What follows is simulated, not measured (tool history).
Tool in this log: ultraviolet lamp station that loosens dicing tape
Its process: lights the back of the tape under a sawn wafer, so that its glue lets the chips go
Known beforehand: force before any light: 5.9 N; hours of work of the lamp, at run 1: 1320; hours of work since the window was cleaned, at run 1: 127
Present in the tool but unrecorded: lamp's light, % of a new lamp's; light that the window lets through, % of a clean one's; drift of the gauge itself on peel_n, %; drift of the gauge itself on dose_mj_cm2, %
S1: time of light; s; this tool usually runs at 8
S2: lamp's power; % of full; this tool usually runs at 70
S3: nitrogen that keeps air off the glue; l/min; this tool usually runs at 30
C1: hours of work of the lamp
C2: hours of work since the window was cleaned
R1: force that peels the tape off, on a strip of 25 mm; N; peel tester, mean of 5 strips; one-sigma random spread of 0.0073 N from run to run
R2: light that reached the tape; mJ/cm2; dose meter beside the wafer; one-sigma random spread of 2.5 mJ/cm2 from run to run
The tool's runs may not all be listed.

Run 1, hour 0: usual settings; C1 1320; C2 127. Result: R1 0.462 N, R2 233 mJ/cm2.
Run 2, hour 56.9: usual settings; C1 1365; C2 172. Result: R1 0.484 N, R2 226 mJ/cm2.
Run 3, hour 111.6: usual settings; C1 1409; C2 216. Result: R1 0.511 N, R2 218 mJ/cm2.
At hour 182.4: window cleaned of glue's vapour.
Run 4, hour 198.7: usual settings; C1 1478; C2 13. Result: R1 0.609 N, R2 195 mJ/cm2.
Run 5, hour 253.3: usual settings; C1 1521; C2 57. Result: R1 0.663 N, R2 194 mJ/cm2.
Run 6, hour 309.7: usual settings; C1 1567; C2 102. Result: R1 0.68 N, R2 187 mJ/cm2.
Run 7, hour 376.9: usual settings but S1 15 s; C1 1620; C2 155. Result: R1 0.201 N, R2 338 mJ/cm2.
Run 8, hour 459.3: usual settings but S1 15 s, S2 79 % of full; C1 1686; C2 221. Result: R1 0.173 N, R2 370 mJ/cm2.
At hour 467.5: window cleaned of glue's vapour, once more.
Run 9, hour 508.1: usual settings but S1 6 s, S2 79 % of full; C1 1725; C2 32. Result: R1 0.7 N, R2 186 mJ/cm2.
At hour 559.1: lamp changed.
Run 10, hour 592.9: usual settings but S1 6 s, S2 79 % of full; C1 27; C2 99. Result: R1 0.415 N, R2 236 mJ/cm2.
Run 11, hour 678.1: usual settings but S1 6 s, S2 79 % of full; C1 95; C2 167. Result: R1 0.467 N, R2 232 mJ/cm2.
Run 12, hour 769.7: usual settings but S3 22 l/min; C1 168; C2 240. Result: R1 0.472 N, R2 261 mJ/cm2.
At hour 815.9: window cleaned of glue's vapour.
Run 13, hour 868.6: usual settings but S3 46 l/min; C1 247; C2 42. Result: R1 0.224 N, R2 282 mJ/cm2.
Run 14, hour 908.9: usual settings but S3 46 l/min; C1 279; C2 74. Result: R1 0.221 N, R2 277 mJ/cm2.
Run 15, hour 966.8: usual settings but S3 46 l/min; C1 325; C2 120. Result: R1 0.241 N, R2 268 mJ/cm2.
Run 16, hour 1029: usual settings but S3 46 l/min; C1 375; C2 170. Result: R1 0.253 N, R2 263 mJ/cm2.
Run 17, hour 1102.4: usual settings but S3 46 l/min; C1 434; C2 229. Result: R1 0.269 N, R2 253 mJ/cm2.
At hour 1157.8: window cleaned of glue's vapour.
Run 18, hour 1161.1: usual settings but S3 46 l/min; C1 480; C2 3. Result: R1 0.225 N, R2 273 mJ/cm2.
Run 19, hour 1232.1: usual settings but S3 46 l/min; C1 537; C2 59. Result: R1 0.243 N, R2 268 mJ/cm2.
Run 20, hour 1330.9: usual settings; C1 616; C2 138. Result: R1 0.373 N, R2 258 mJ/cm2.
Run 21, hour 1413.3: usual settings; C1 681; C2 204. Result: R1 0.388 N, R2 248 mJ/cm2.
Run 22, hour 1496.7: usual settings; C1 748; C2 271. Result: R1 0.428 N, R2 237 mJ/cm2.
At hour 1506: window cleaned of glue's vapour.
Run 23, hour 1591.4: usual settings but S2 86 % of full; C1 823; C2 68. Result: R1 0.247 N, R2 314 mJ/cm2.
Run 24, hour 1651: usual settings but S2 86 % of full; C1 871; C2 116. Result: R1 0.26 N, R2 299 mJ/cm2.
Run 25, hour 1734.5: usual settings but S2 79 % of full; C1 938; C2 182. Result: R1 0.313 N, R2 266 mJ/cm2.
Run 26, hour 1786.7: usual settings but S1 7 s, S2 99 % of full, S3 21 l/min; C1 979; C2 224. Result: R1 0.389 N, R2 289 mJ/cm2.
Run 27, hour 1840.5: usual settings but S1 7 s, S2 74 % of full, S3 14 l/min; C1 1022; C2 267. Result: R1 0.996 N, R2 209 mJ/cm2.
At hour 1850.6: window cleaned of glue's vapour.
Run 28, hour 1893.1: usual settings but S1 7 s, S2 74 % of full, S3 14 l/min; C1 1064; C2 34. Result: R1 0.857 N, R2 233 mJ/cm2.
Run 29, hour 1974.6: usual settings but S3 16 l/min; C1 1129; C2 99. Result: R1 0.724 N, R2 237 mJ/cm2.
Run 30, hour 2025: usual settings but S3 16 l/min; C1 1169; C2 139. Result: R1 0.725 N, R2 234 mJ/cm2.
Run 31, hour 2101: usual settings but S2 67 % of full, S3 14 l/min; C1 1230; C2 200. Result: R1 0.956 N, R2 218 mJ/cm2.
Run 32, hour 2165.1: usual settings but S3 51 l/min; C1 1281; C2 251. Result: R1 0.349 N, R2 218 mJ/cm2.
At hour 2192.9: window cleaned of glue's vapour.
Run 33, hour 2260.6: usual settings but S2 69 % of full, S3 27 l/min; C1 1357; C2 54. Result: R1 0.518 N, R2 229 mJ/cm2.
Run 34, hour 2325.6: usual settings but S2 69 % of full, S3 27 l/min; C1 1409; C2 106. Result: R1 0.507 N, R2 223 mJ/cm2.
Run 35, hour 2371.4: usual settings but S2 69 % of full, S3 27 l/min; C1 1445; C2 143. Result: R1 0.544 N, R2 216 mJ/cm2.
Run 36, hour 2428.5: usual settings but S1 10 s, S2 91 % of full, S3 49 l/min; C1 1491; C2 188. Result: R1 0.142 N, R2 356 mJ/cm2.
Run 37, hour 2505.4: usual settings but S1 10 s, S2 91 % of full, S3 49 l/min; C1 1552; C2 250. Result: R1 0.158 N, R2 339 mJ/cm2.
At hour 2535.9: window cleaned of glue's vapour.
Run 38, hour 2570.3: usual settings but S1 10 s, S2 91 % of full, S3 49 l/min; C1 1604; C2 27. Result: R1 0.139 N, R2 363 mJ/cm2.
Run 39, hour 2642.1: usual settings but S1 4 s, S2 86 % of full, S3 40 l/min; C1 1661; C2 85. Result: R1 1.029 N, R2 135 mJ/cm2.
Run 40, hour 2696.7: usual settings but S1 6 s, S2 86 % of full, S3 12 l/min; C1 1705; C2 128. Result: R1 1.239 N, R2 195 mJ/cm2.
Run 41, hour 2759.7: usual settings but S1 6 s, S2 86 % of full, S3 12 l/min; C1 1755; C2 179. Result: R1 1.296 N, R2 187 mJ/cm2.
At hour 2773.8: lamp changed.
Run 42, hour 2846.3: usual settings but S2 98 % of full; C1 58; C2 247. Result: R1 0.178 N, R2 374 mJ/cm2.

Each row is a separate what-if for the run after 42, all from the same tool condition, not one after another. Results?
At hour 2877.1: window cleaned of glue's vapour.
Run A, hour 2896.4: usual settings but S2 66 % of full; C1 98; C2 15. Result: R1 ?, R2 ?.
At hour 2877.1: window cleaned of glue's vapour.
Run B, hour 2896.4: usual settings but S1 9 s, S2 87 % of full; C1 98; C2 15. Result: R1 ?, R2 ?.
At hour 2877.1: window cleaned of glue's vapour.
Run C, hour 2896.4: usual settings but S2 89 % of full; C1 98; C2 15. Result: R1 ?, R2 ?.
At hour 2877.1: window cleaned of glue's vapour.
Run D, hour 2896.4: usual settings but S1 9 s, S2 75 % of full; C1 98; C2 15. Result: R1 ?, R2 ?.

run     R1   R2
  A  0.325  271
  B  0.159  399
  C  0.183  364
  D  0.187  347
With the hidden condition removed and each run's random variation left untouched, the same runs would have given:
run     R1   R2
  A  0.302  281
  B  0.152  413
  C  0.174  377
  D  0.176  360
